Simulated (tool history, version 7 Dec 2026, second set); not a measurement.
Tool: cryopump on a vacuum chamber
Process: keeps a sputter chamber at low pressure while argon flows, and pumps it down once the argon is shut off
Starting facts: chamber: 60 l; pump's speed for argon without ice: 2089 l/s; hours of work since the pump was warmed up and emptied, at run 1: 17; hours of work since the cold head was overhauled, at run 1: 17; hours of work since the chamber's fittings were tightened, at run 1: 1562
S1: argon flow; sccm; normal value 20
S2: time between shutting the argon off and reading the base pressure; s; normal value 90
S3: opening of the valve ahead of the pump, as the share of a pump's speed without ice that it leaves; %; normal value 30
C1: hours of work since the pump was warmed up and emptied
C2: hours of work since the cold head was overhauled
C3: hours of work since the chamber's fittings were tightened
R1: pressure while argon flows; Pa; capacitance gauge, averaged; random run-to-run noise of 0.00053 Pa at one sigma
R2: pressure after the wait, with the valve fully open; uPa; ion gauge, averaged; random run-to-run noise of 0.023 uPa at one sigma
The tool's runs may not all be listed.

| run | hour | S1 | S2 | S3 | C1 | C2 | C3 | R1 | R2 |
|---|---|---|---|---|---|---|---|---|---|
| 1 | 0.0 | 20 | 90 | 30 | 17 | 17 | 1562 | 0.0541 | 1.61 |
| 2 | 8.8 | 20 | 90 | 30 | 23 | 23 | 1568 | 0.0561 | 1.58 |
| 3 | 24.1 | 20 | 90 | 30 | 34 | 34 | 1579 | 0.0543 | 1.67 |
| 4 | 39.3 | 20 | 90 | 30 | 45 | 45 | 1590 | 0.0543 | 1.63 |
| 5 | 51.3 | 20 | 90 | 30 | 53 | 53 | 1598 | 0.0554 | 1.62 |
| 6 | 62.1 | 20 | 90 | 30 | 61 | 61 | 1606 | 0.0542 | 1.64 |
| 7 | 75.2 | 20 | 90 | 30 | 70 | 70 | 1615 | 0.0536 | 1.66 |
| 8 | 87.1 | 20 | 24 | 30 | 78 | 78 | 1623 | 0.0544 | 3.35 |
| 9 | 103.7 | 20 | 90 | 52 | 90 | 90 | 1635 | 0.0317 | 1.72 |
| 10 | 122.6 | 20 | 90 | 52 | 103 | 103 | 1648 | 0.0323 | 1.66 |
| 11 | 141.2 | 20 | 90 | 52 | 116 | 116 | 1661 | 0.0317 | 1.73 |
| 12 | 152.1 | 31 | 90 | 37 | 124 | 124 | 1669 | 0.0706 | 1.69 |
| 13 | 165.2 | 20 | 73 | 23 | 133 | 133 | 1678 | 0.0708 | 1.87 |
| 14 | 174.5 | 10 | 268 | 15 | 139 | 139 | 1684 | 0.0548 | 1.30 |
| 15 | 191.1 | 23 | 75 | 58 | 151 | 151 | 1696 | 0.0333 | 1.88 |
| 16 | 201.8 | 23 | 75 | 58 | 158 | 158 | 1703 | 0.0343 | 1.87 |
| 17 | 219.4 | 11 | 47 | 30 | 171 | 171 | 1716 | 0.0302 | 2.36 |
| 18 | 233.4 | 20 | 161 | 30 | 180 | 180 | 1725 | 0.0552 | 1.45 |
| 19 | 247.0 | 24 | 253 | 20 | 190 | 190 | 1735 | 0.0993 | 1.35 |

Run 20 is up next; what results do you expect?
| 20 | 266.3 | 28 | 85 | 20 | 203 | 203 | 1748 | ? | ? |

{"run 20": {"R1": 0.116, "R2": 1.85}}
Were there no unlogged condition in the tool, this run, its random variation unchanged, would have produced R1 0.1131 Pa, R2 0.83 uPa.
